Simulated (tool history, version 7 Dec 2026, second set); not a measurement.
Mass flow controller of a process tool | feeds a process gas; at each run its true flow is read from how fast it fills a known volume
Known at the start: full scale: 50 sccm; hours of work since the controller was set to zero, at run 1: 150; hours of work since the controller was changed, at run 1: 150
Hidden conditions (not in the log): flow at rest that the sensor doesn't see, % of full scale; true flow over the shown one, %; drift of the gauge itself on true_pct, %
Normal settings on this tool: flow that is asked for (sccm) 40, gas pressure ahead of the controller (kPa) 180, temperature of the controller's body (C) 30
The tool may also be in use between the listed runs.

run	hour	flow that is asked for (sccm)	gas pressure ahead of the controller (kPa)	temperature of the controller's body (C)	hours of work since the controller was set to zero	hours of work since the controller was changed	true flow (%)
1	0.0	40	180	30	150	150	99.30
2	272.6	40	180	23	298	298	99.40
3	620.9	40	180	23	487	487	99.24
4	1087.5	40	180	23	741	741	99.34
5	1484.3	40	180	23	956	956	99.08
6	1917.1	40	180	23	1192	1192	98.95
7	2380.3	40	180	23	1443	1443	98.82
8	2618.5	40	180	23	1573	1573	98.86
9	2859.1	40	180	20	1703	1703	98.89
10	3160.6	40	180	30	1867	1867	98.41
11	3636.2	40	180	30	2126	2126	98.24
12	3912.2	40	252	30	2276	2276	98.47
# hour 3956.9: controller's zero set anew
13	4289.6	27	252	38	181	2480	97.05
14	4799.8	17	180	30	458	2758	96.06
15	5256.8	40	142	29	706	3006	97.69
16	5594.1	40	142	22	890	3189	97.68
17	5954.5	39	196	21	1085	3385	97.72
# hour 5999.6: controller's zero set anew, once more
18	6453.7	40	235	27	247	3656	98.27
19	6900.4	6	175	26	489	3899	96.16

Here are 3 independent what-if runs from the current tool condition. What would each one return?
A	7340.4	10	179	32	729	4138	?
B	7340.4	20	183	30	729	4138	?
C	7340.4	40	143	30	729	4138	?

run	true flow (%)
A	96.09
B	96.84
C	97.73
With no hidden state in the tool, these same runs would have given:
run	true flow (%)
A	98.01
B	98.52
C	99.31

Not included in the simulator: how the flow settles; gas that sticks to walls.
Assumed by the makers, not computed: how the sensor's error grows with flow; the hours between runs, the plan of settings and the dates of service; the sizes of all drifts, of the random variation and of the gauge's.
